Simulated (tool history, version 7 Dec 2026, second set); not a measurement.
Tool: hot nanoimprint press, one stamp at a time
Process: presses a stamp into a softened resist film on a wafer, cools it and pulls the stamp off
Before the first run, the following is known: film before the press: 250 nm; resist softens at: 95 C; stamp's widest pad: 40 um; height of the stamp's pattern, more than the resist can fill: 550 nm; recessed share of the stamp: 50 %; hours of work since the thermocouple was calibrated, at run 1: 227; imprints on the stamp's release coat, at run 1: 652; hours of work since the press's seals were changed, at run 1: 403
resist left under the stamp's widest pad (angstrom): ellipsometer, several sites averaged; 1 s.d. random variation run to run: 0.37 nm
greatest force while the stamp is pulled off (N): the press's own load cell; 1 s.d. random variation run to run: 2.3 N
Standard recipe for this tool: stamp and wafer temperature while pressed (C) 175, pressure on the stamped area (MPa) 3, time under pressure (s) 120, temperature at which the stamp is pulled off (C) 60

run    day  stamp and wafer temperature while pressed (C)  pressure on the stamped area (MPa)  time under pressure (s)  temperature at which the stamp is pulled off (C)  hours of work since the thermocouple was calibrated  imprints on the stamp's release coat  hours of work since the press's seals were changed  resist left under the stamp's widest pad (angstrom)  greatest force while the stamp is pulled off (N)
  1      0                                            175                                   3                      120                                                60                                                  227                                   652                                                 403                                                 1373                                               215
  2  0.412                                            175                                   3                      120                                                60                                                  233                                   679                                                 409                                                 1369                                               208
  3  0.908                                            175                                   3                      136                                                60                                                  240                                   712                                                 416                                                 1317                                               210
  4  1.283                                            178                                   3                      120                                                60                                                  245                                   737                                                 421                                                 1284                                               211
  5  1.746                                            178                                   3                      120                                                60                                                  252                                   768                                                 428                                                 1282                                               210
     2.171  -- stamp cleaned and given a new release coat
  6  2.821                                            178                                   3                      120                                                60                                                  264                                    43                                                 439                                                 1284                                               208
  7  3.446                                            178                                   3                      120                                                60                                                  272                                    84                                                 448                                                 1289                                               205
  8  4.117                                            165                                   3                       64                                                51                                                  282                                   129                                                 458                                                 1958                                               238
  9  4.617                                            169                                   3                       64                                                55                                                  289                                   162                                                 465                                                 1835                                               223
 10  5.042                                            169                                   3                       64                                                55                                                  295                                   190                                                 471                                                 1838                                               224
 11  5.621                                            177                                4.12                       64                                                56                                                  303                                   229                                                 479                                                 1428                                               221
 12  6.154                                            176                                4.12                       63                                                56                                                  311                                   264                                                 487                                                 1459                                               223
 13  6.833                                            176                                1.88                      130                                                56                                                  320                                   309                                                 496                                                 1567                                               222
 14  7.308                                            175                                3.72                      120                                                61                                                  327                                   341                                                 503                                                 1257                                               205

3 ways to go on from here, each from the tool as it stands after run 14. What would each give?
  A  7.921                                            175                                3.72                      185                                                67                                                  336                                   382                                                 512                                                    ?                                                 ?
  B  7.921                                            175                                 3.7                      120                                                57                                                  336                                   382                                                 512                                                    ?                                                 ?
  C  7.921                                            175                                3.72                      169                                                61                                                  336                                   382                                                 512                                                    ?                                                 ?

run  resist left under the stamp's widest pad (angstrom)  greatest force while the stamp is pulled off (N)
  A                                                 1071                                               189
  B                                                 1259                                               215
  C                                                 1109                                               206
Stripped of hidden state, with their random variation kept, the same runs would have yielded:
run  resist left under the stamp's widest pad (angstrom)  greatest force while the stamp is pulled off (N)
  A                                                 1068                                               188
  B                                                 1257                                               214
  C                                                 1107                                               205
